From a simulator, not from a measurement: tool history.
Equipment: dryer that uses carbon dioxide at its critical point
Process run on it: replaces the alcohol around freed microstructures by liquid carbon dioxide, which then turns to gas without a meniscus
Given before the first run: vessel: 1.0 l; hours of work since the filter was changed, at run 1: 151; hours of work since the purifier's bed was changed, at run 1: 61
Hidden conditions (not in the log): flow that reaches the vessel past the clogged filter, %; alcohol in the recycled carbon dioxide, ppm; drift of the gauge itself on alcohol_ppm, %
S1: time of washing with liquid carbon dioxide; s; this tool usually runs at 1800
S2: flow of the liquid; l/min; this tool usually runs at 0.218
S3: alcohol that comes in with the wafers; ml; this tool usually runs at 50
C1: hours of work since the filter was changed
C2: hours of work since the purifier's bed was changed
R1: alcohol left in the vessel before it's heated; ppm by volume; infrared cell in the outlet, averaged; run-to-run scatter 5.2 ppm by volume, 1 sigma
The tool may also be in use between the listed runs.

run,hour,S1,S2,S3,C1,C2,R1
1,0.0,1800,0.218,50,151,61,184
2,27.2,1800,0.218,50,167,78,193
3,52.0,1800,0.218,50,183,93,197
4,72.6,1800,0.218,50,195,106,216
5,86.0,1800,0.246,50,203,114,157
6,97.8,1800,0.246,50,211,121,149
# hour 111.7: inlet filter changed
7,114.2,1800,0.246,50,2,130,103
8,140.5,1800,0.218,50,18,146,163
9,161.5,1800,0.152,50,30,159,713
10,175.1,1800,0.152,50,39,168,724
11,189.5,1800,0.169,50,47,176,504
12,211.7,1800,0.169,50,61,190,513
13,229.5,1800,0.218,50,72,201,211
14,249.1,1800,0.218,50,84,213,224
15,260.5,1800,0.245,50,91,220,172
16,283.8,1140,0.173,45,105,234,2314
17,297.2,2760,0.135,52,113,242,321
18,314.3,2760,0.135,52,124,253,334
19,340.9,1440,0.364,98,140,269,185
20,365.9,1440,0.364,98,155,284,199
21,390.3,1440,0.261,98,170,299,553
22,404.1,1440,0.293,98,179,308,368
23,423.3,1800,0.218,22,190,319,245
24,445.1,1800,0.218,22,204,333,244
# hour 469.9: inlet filter changed
25,472.4,1800,0.157,50,2,349,685
26,498.6,2640,0.218,68,18,365,208
27,512.7,2640,0.218,82,26,373,210
28,536.2,1800,0.218,23,40,388,241

Pick out some run-to-run changes in R1. Of each, how much would a tool without hidden state show as well, from the settings, what came in and chance, and how much is left for the hidden state and any gauge scatter not in both results compared?
Run 15 -> 16: S1 1800 -> 1140, S2 0.245 -> 0.173, S3 50 -> 45. R1 +2142 ppm by volume: hidden state +421, all else +1721.
Run 16 -> 17: S1 1140 -> 2760, S2 0.173 -> 0.135, S3 45 -> 52. R1 -1993 ppm by volume: hidden state -360, all else -1633.
